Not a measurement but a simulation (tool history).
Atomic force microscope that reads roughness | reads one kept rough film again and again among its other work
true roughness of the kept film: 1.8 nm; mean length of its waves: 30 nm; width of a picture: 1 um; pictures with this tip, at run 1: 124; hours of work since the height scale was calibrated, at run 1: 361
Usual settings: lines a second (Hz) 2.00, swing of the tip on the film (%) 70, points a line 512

run	day	lines a second (Hz)	swing of the tip on the film (%)	points a line	pictures with this tip	hours of work since the height scale was calibrated	roughness of the kept film (nm (root mean square))
1	0.000	2.00	70	512	124	361	1.587
# day 0.079: new tip fitted
2	0.883	2.00	70	512	28	371	1.569
3	1.708	2.00	70	512	57	380	1.590
4	2.267	2.00	70	512	77	387	1.577
5	3.012	2.00	70	512	104	395	1.587
6	3.396	2.00	70	512	117	400	1.586
# day 3.646: new tip fitted
7	4.254	2.00	70	512	22	409	1.586
8	4.692	2.00	70	512	37	414	1.591
9	5.429	2.00	70	512	64	422	1.582
10	6.125	2.00	70	512	88	430	1.586
11	6.808	3.17	70	512	112	438	1.539
# day 7.171: new tip fitted
12	7.317	3.17	70	512	5	444	1.541
13	7.804	3.17	70	512	22	449	1.528
14	8.675	3.17	70	512	53	459	1.528
15	9.338	1.65	70	512	76	466	1.601
16	9.950	1.65	70	512	98	473	1.574
# day 10.758: new tip fitted
17	10.758	2.00	70	512	0	482	1.564
18	11.250	2.00	70	512	17	488	1.573
19	11.821	2.00	70	512	38	494	1.577
20	12.333	2.00	70	512	56	500	1.577
21	12.775	2.00	70	894	71	505	1.572
22	13.638	2.65	70	512	102	515	1.543
# day 14.325: new tip fitted
23	14.446	2.65	70	512	4	524	1.562
24	15.138	2.65	70	512	28	532	1.560
25	15.921	2.65	70	512	56	540	1.547
26	16.321	2.65	70	512	70	545	1.554
27	16.879	2.14	59	677	90	551	1.607
28	17.400	2.14	59	677	109	557	1.627
# day 17.921: new tip fitted
29	17.988	1.29	62	677	3	564	1.635
30	18.650	1.19	56	280	26	571	1.635
31	19.096	0.70	67	512	42	576	1.625
32	19.617	0.70	67	512	60	582	1.632
33	20.062	1.42	56	680	76	587	1.641
34	20.767	1.42	56	680	101	595	1.649
# day 21.458: new tip fitted
35	21.488	1.42	56	680	1	603	1.641
36	21.854	1.42	56	680	14	607	1.644
37	22.262	1.36	57	586	28	612	1.641
38	22.842	0.91	82	613	49	618	1.590
39	23.692	1.93	75	652	79	628	1.560
40	24.188	1.93	75	652	97	634	1.565
41	24.671	0.77	70	512	114	639	1.621
# day 25.054: new tip fitted
42	25.238	1.90	70	921	6	645	1.581
43	25.867	1.90	70	921	29	652	1.585
44	26.675	1.90	70	921	57	662	1.588
45	27.433	0.71	70	542	84	670	1.639
46	28.017	2.00	56	512	105	677	1.622
47	28.396	2.00	56	512	118	681	1.632
# day 28.646: new tip fitted
48	29.117	2.00	56	512	17	689	1.620
49	29.483	2.00	56	512	30	693	1.631
50	30.071	2.91	70	512	51	700	1.539
51	30.925	2.91	86	486	81	709	1.423

Forecast each of these 5 alternatives for the next run:
A	31.775	0.82	70	512	111	719	?
B	31.775	3.71	63	314	111	719	?
C	31.775	0.58	86	486	111	719	?
D	31.775	2.33	75	965	111	719	?
E	31.775	2.00	77	657	111	719	?

run	roughness of the kept film (nm (root mean square))
A	1.631
B	1.559
C	1.613
D	1.540
E	1.551
Without the tool's hidden state the same runs would have given:
run	roughness of the kept film (nm (root mean square))
A	1.633
B	1.561
C	1.615
D	1.542
E	1.553

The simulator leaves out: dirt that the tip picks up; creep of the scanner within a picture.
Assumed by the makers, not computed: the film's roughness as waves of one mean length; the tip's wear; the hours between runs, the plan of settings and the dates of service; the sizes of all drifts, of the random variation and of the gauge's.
